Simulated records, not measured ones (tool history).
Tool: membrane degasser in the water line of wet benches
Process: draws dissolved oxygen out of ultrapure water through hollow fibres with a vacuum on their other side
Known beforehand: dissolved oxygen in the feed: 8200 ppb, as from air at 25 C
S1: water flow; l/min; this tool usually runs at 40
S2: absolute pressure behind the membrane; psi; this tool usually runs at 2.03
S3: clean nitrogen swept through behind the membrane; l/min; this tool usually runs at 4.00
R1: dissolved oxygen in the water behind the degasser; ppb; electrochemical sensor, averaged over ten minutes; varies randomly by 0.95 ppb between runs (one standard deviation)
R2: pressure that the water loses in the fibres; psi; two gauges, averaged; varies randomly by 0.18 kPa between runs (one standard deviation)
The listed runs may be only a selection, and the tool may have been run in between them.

{"run": 1, "day": 0.0, "S1": 40, "S2": 2.03, "S3": 4.0, "R1": 256.0, "R2": 4.589}
{"run": 2, "day": 2.85, "S1": 40, "S2": 2.03, "S3": 4.0, "R1": 254.8, "R2": 4.559}
{"run": 3, "day": 5.267, "S1": 40, "S2": 2.03, "S3": 4.0, "R1": 252.9, "R2": 4.574}
{"run": 4, "day": 7.558, "S1": 40, "S2": 2.03, "S3": 4.0, "R1": 255.7, "R2": 4.59}
{"run": 5, "day": 8.796, "S1": 40, "S2": 2.03, "S3": 4.0, "R1": 254.4, "R2": 4.554}
{"run": 6, "day": 10.525, "S1": 40, "S2": 2.03, "S3": 4.0, "R1": 254.3, "R2": 4.617}
{"run": 7, "day": 12.521, "S1": 40, "S2": 2.03, "S3": 4.0, "R1": 252.9, "R2": 4.554}
{"run": 8, "day": 14.788, "S1": 40, "S2": 2.03, "S3": 4.0, "R1": 253.5, "R2": 4.537}
{"run": 9, "day": 16.233, "S1": 40, "S2": 2.03, "S3": 2.0, "R1": 461.1, "R2": 4.59}
{"run": 10, "day": 17.867, "S1": 40, "S2": 2.03, "S3": 2.0, "R1": 460.6, "R2": 4.567}
{"run": 11, "day": 19.058, "S1": 40, "S2": 2.03, "S3": 2.0, "R1": 456.6, "R2": 4.531}
{"run": 12, "day": 21.312, "S1": 40, "S2": 2.03, "S3": 2.0, "R1": 460.5, "R2": 4.559}
{"run": 13, "day": 23.112, "S1": 40, "S2": 2.03, "S3": 2.0, "R1": 459.2, "R2": 4.603}
{"run": 14, "day": 25.767, "S1": 40, "S2": 2.03, "S3": 2.0, "R1": 455.7, "R2": 4.577}
{"run": 15, "day": 28.033, "S1": 40, "S2": 2.03, "S3": 2.0, "R1": 459.6, "R2": 4.618}
{"run": 16, "day": 30.333, "S1": 25, "S2": 2.19, "S3": 4.19, "R1": 167.0, "R2": 2.904}
{"run": 17, "day": 31.654, "S1": 25, "S2": 2.19, "S3": 2.21, "R1": 297.7, "R2": 2.834}
{"run": 18, "day": 34.517, "S1": 25, "S2": 2.19, "S3": 2.21, "R1": 299.1, "R2": 2.83}
{"run": 19, "day": 36.517, "S1": 35, "S2": 2.68, "S3": 4.91, "R1": 253.8, "R2": 3.97}
{"run": 20, "day": 38.671, "S1": 27, "S2": 1.83, "S3": 4.0, "R1": 149.0, "R2": 3.107}
{"run": 21, "day": 40.304, "S1": 25, "S2": 2.19, "S3": 3.57, "R1": 193.1, "R2": 2.862}
{"run": 22, "day": 41.496, "S1": 40, "S2": 2.03, "S3": 5.65, "R1": 189.3, "R2": 4.612}
{"run": 23, "day": 43.621, "S1": 47, "S2": 2.03, "S3": 3.93, "R1": 303.8, "R2": 5.413}
{"run": 24, "day": 45.229, "S1": 47, "S2": 2.03, "S3": 3.93, "R1": 304.0, "R2": 5.35}
{"run": 25, "day": 47.504, "S1": 47, "S2": 2.03, "S3": 3.93, "R1": 302.0, "R2": 5.353}
{"run": 26, "day": 48.888, "S1": 47, "S2": 2.03, "S3": 3.93, "R1": 305.0, "R2": 5.346}
{"run": 27, "day": 50.296, "S1": 40, "S2": 2.03, "S3": 4.37, "R1": 235.0, "R2": 4.566}

Removed from this log: 3 entries logged between the listed runs. Between which two listed runs does each belong, and how does the tool's hidden state at the listed run before it compare with that at the listed run after it?
From run 18 to run 19: vacuum gauge calibrated (day 36.404)
  drift of the gauge itself on oxygen_ppb, %: -2.18 -> -2.31
  measured less the result without the state, R1: -6.6 -> -6.0 ppb
From run 21 to run 22: gauge calibrated (day 41.233)
  drift of the gauge itself on oxygen_ppb, %: -2.55 -> -0.02
  measured less the result without the state, R1: -5.0 -> +0.0 ppb
From run 24 to run 25: seals of the vacuum lines changed (day 46.754)
  air that leaks in behind the membrane, l/min: 0.0023 -> 0.002; drift of the gauge itself on oxygen_ppb, %: -0.25 -> -0.39
  measured less the result without the state, R1: -0.7 -> -1.2 ppb
